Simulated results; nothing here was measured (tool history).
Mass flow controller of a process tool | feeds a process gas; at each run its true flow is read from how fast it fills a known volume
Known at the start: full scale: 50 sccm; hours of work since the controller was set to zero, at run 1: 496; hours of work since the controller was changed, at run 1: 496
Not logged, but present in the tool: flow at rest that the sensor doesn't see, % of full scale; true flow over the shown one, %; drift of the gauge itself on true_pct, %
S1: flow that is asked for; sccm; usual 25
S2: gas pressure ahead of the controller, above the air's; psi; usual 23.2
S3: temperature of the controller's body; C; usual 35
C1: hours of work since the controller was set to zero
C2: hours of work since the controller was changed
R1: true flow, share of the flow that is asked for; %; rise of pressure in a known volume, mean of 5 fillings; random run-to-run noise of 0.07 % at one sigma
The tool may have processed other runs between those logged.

run	hour	S1	S2	S3	C1	C2	R1
1	0.0	25	23.2	35	496	496	99.74
2	75.7	25	23.2	35	554	554	99.81
3	143.6	25	23.2	35	607	607	99.76
4	212.7	25	23.2	35	661	661	99.87
5	278.7	25	23.2	35	712	712	99.85
6	351.0	25	23.2	35	768	768	99.83
7	395.8	25	23.2	35	803	803	99.92
8	440.0	25	23.2	35	837	837	99.96
9	514.4	25	23.2	35	895	895	100.02
10	565.9	25	23.2	35	935	935	100.03
11	603.5	25	23.2	35	964	964	100.07
12	657.3	25	23.2	35	1006	1006	100.20
13	708.3	25	23.2	35	1046	1046	100.25
14	748.5	25	30.9	35	1077	1077	99.81
15	786.4	25	23.2	23	1106	1106	100.52
16	859.3	25	23.2	23	1163	1163	100.47
17	890.8	40	23.2	35	1187	1187	100.51
18	944.1	40	23.2	35	1229	1229	100.61
19	1019.0	25	23.2	35	1287	1287	100.30
20	1089.4	25	23.2	35	1341	1341	100.30
21	1137.2	25	23.2	35	1379	1379	100.44
22	1207.0	25	23.2	35	1433	1433	100.43
23	1239.2	25	23.2	35	1458	1458	100.46
24	1305.7	25	23.2	35	1509	1509	100.41
25	1357.4	8	23.2	28	1550	1550	102.23
26	1420.6	8	23.2	28	1599	1599	102.28
27	1495.0	25	39.6	24	1656	1656	100.04
28	1528.4	6	30.9	35	1682	1682	102.98
29	1567.5	31	31.9	21	1713	1713	100.56
30	1623.6	8	23.5	35	1756	1756	102.46
31	1666.5	32	23.2	35	1790	1790	100.73
32	1698.0	13	33.1	26	1814	1814	101.01
33	1752.7	43	33.1	26	1856	1856	100.76

Run 34 is up next; what results do you expect?
34	1798.4	12	23.2	24	1892	1892	?

{"run 34": {"R1": 101.98}}
Had the tool carried no hidden state, the very same run would have given R1 99.06 %.
